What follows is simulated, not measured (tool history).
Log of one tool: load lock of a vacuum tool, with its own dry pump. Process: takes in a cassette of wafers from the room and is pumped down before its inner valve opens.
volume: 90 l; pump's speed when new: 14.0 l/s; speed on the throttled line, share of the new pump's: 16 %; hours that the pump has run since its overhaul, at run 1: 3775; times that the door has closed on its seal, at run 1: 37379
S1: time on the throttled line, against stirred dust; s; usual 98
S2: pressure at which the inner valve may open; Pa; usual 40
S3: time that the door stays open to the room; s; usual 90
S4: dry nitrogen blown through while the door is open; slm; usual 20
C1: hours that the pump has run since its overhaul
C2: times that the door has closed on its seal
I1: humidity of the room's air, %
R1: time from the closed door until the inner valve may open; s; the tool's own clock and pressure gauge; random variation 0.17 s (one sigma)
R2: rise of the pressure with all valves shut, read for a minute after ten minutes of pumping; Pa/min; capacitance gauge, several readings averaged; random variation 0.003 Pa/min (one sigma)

run 1 day=0 | S1=98 S2=40 S3=90 S4=20 | C1=3775 C2=37379 | I1=45.9 | R1=133.1 R2=0.13
run 2 day=3.429 | S1=98 S2=40 S3=90 S4=20 | C1=3857 C2=37790 | I1=42.1 | R1=133.1 R2=0.123
run 3 day=6.883 | S1=98 S2=40 S3=90 S4=20 | C1=3940 C2=38204 | I1=44.1 | R1=132.9 R2=0.126
run 4 day=11.438 | S1=58 S2=40 S3=90 S4=20 | C1=4049 C2=38750 | I1=43.8 | R1=99.5 R2=0.135
run 5 day=15.417 | S1=58 S2=40 S3=90 S4=20 | C1=4145 C2=39228 | I1=42.8 | R1=99.6 R2=0.13
run 6 day=19.467 | S1=98 S2=40 S3=90 S4=10 | C1=4242 C2=39713 | I1=44 | R1=133 R2=0.145
run 7 day=24.058 | S1=98 S2=40 S3=90 S4=10 | C1=4352 C2=40264 | I1=41.8 | R1=133.4 R2=0.138
run 8 day=30.033 | S1=98 S2=40 S3=90 S4=8 | C1=4496 C2=40981 | I1=46.4 | R1=133.2 R2=0.153
run 9 day=34.762 | S1=58 S2=33 S3=90 S4=8 | C1=4609 C2=41548 | I1=45.5 | R1=101.4 R2=0.151
run 10 day=38.529 | S1=128 S2=59 S3=38 S4=5 | C1=4700 C2=41999 | I1=45.8 | R1=155.8 R2=0.149
run 11 day=42.042 | S1=126 S2=40 S3=90 S4=40 | C1=4784 C2=42421 | I1=44.2 | R1=156.3 R2=0.135
run 12 day=46.104 | S1=126 S2=40 S3=90 S4=40 | C1=4881 C2=42908 | I1=44.6 | R1=156.7 R2=0.14
run 13 day=51.188 | S1=126 S2=40 S3=90 S4=40 | C1=5003 C2=43517 | I1=47.4 | R1=156.5 R2=0.135
run 14 day=56.225 | S1=98 S2=40 S3=90 S4=20 | C1=5124 C2=44122 | I1=47.9 | R1=133.3 R2=0.161
run 15 day=61.646 | S1=190 S2=35 S3=152 S4=5 | C1=5254 C2=44772 | I1=46.8 | R1=211.1 R2=0.191
run 16 day=64.608 | S1=119 S2=32 S3=82 S4=12 | C1=5325 C2=45127 | I1=45.5 | R1=152.1 R2=0.166

Measured less the same run without the tool's hidden state. The same run-to-run variation is in both; the gauge's scatter may not be:
The hidden state here: pump's speed, % of a new pump's; leak at the door's seal, Pa l/s; drift of the gauge itself on ready_s, %; drift of the gauge itself on rise_pa_min, %.
run=1 R1=+0.3 R2=+0.09
run=2 R1=+0.3 R2=+0.094
run=3 R1=+0.3 R2=+0.095
run=4 R1=+0.4 R2=+0.098
run=5 R1=+0.4 R2=+0.099
run=6 R1=+0.4 R2=+0.102
run=7 R1=+0.4 R2=+0.105
run=8 R1=+0.4 R2=+0.107
run=9 R1=+0.6 R2=+0.11
run=10 R1=+0.3 R2=+0.114
run=11 R1=+0.4 R2=+0.112
run=12 R1=+0.4 R2=+0.117
run=13 R1=+0.4 R2=+0.118
run=14 R1=+0.6 R2=+0.125
run=15 R1=+0.3 R2=+0.125
run=16 R1=+0.5 R2=+0.128
